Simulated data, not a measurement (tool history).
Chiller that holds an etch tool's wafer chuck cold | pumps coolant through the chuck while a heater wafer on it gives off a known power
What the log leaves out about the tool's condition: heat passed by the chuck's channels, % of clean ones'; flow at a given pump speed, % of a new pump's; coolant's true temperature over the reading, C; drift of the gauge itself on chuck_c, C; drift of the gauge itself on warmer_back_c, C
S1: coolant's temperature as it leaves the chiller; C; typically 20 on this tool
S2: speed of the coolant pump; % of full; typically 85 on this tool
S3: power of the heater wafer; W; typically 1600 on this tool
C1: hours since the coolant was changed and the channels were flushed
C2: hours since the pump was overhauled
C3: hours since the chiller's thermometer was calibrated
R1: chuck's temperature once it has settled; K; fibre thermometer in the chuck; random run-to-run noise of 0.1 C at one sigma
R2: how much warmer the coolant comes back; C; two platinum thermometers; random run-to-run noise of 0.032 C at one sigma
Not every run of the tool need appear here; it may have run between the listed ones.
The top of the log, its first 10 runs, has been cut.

run 11 hour=343.2 | S1=20 S2=85 S3=1600 | C1=2185 C2=2124 C3=5316 | R1=305.05 R2=4.55
-- hour=363.5 chiller's thermometer calibrated
run 12 hour=391.0 | S1=20 S2=81 S3=1600 | C1=2232 C2=2171 C3=27 | R1=306.35 R2=4.79
run 13 hour=411.2 | S1=14 S2=85 S3=1600 | C1=2252 C2=2191 C3=48 | R1=299.75 R2=4.64
run 14 hour=454.9 | S1=14 S2=85 S3=1600 | C1=2295 C2=2235 C3=91 | R1=299.85 R2=4.56
run 15 hour=487.8 | S1=14 S2=85 S3=1600 | C1=2328 C2=2268 C3=124 | R1=299.75 R2=4.58
run 16 hour=512.7 | S1=14 S2=85 S3=1600 | C1=2353 C2=2293 C3=149 | R1=299.75 R2=4.58
run 17 hour=559.3 | S1=13 S2=85 S3=1600 | C1=2400 C2=2339 C3=196 | R1=298.95 R2=4.56
run 18 hour=591.7 | S1=13 S2=85 S3=1600 | C1=2432 C2=2372 C3=228 | R1=298.85 R2=4.51
run 19 hour=616.5 | S1=20 S2=63 S3=1022 | C1=2457 C2=2396 C3=253 | R1=303.25 R2=3.84
run 20 hour=639.3 | S1=20 S2=60 S3=1139 | C1=2480 C2=2419 C3=276 | R1=304.75 R2=4.59
run 21 hour=671.2 | S1=20 S2=98 S3=850 | C1=2512 C2=2451 C3=308 | R1=299.35 R2=2.15
run 22 hour=691.7 | S1=20 S2=98 S3=850 | C1=2532 C2=2472 C3=328 | R1=299.25 R2=2.10
run 23 hour=721.5 | S1=19 S2=65 S3=1717 | C1=2562 C2=2501 C3=358 | R1=308.65 R2=6.37
run 24 hour=749.8 | S1=20 S2=95 S3=1283 | C1=2590 C2=2530 C3=386 | R1=302.35 R2=3.28
run 25 hour=784.6 | S1=20 S2=95 S3=1283 | C1=2625 C2=2564 C3=421 | R1=302.75 R2=3.26
run 26 hour=826.4 | S1=20 S2=95 S3=1283 | C1=2667 C2=2606 C3=463 | R1=302.55 R2=3.30

Forecast run 27:
run 27 hour=863.6 | S1=14 S2=84 S3=1032 | C1=2704 C2=2643 C3=500 | R1=? R2=?

R1: 295.35 K
R2: 3.02 C
Had the tool carried no hidden state, the very same run would have given R1 294.85 K, R2 2.93 C.
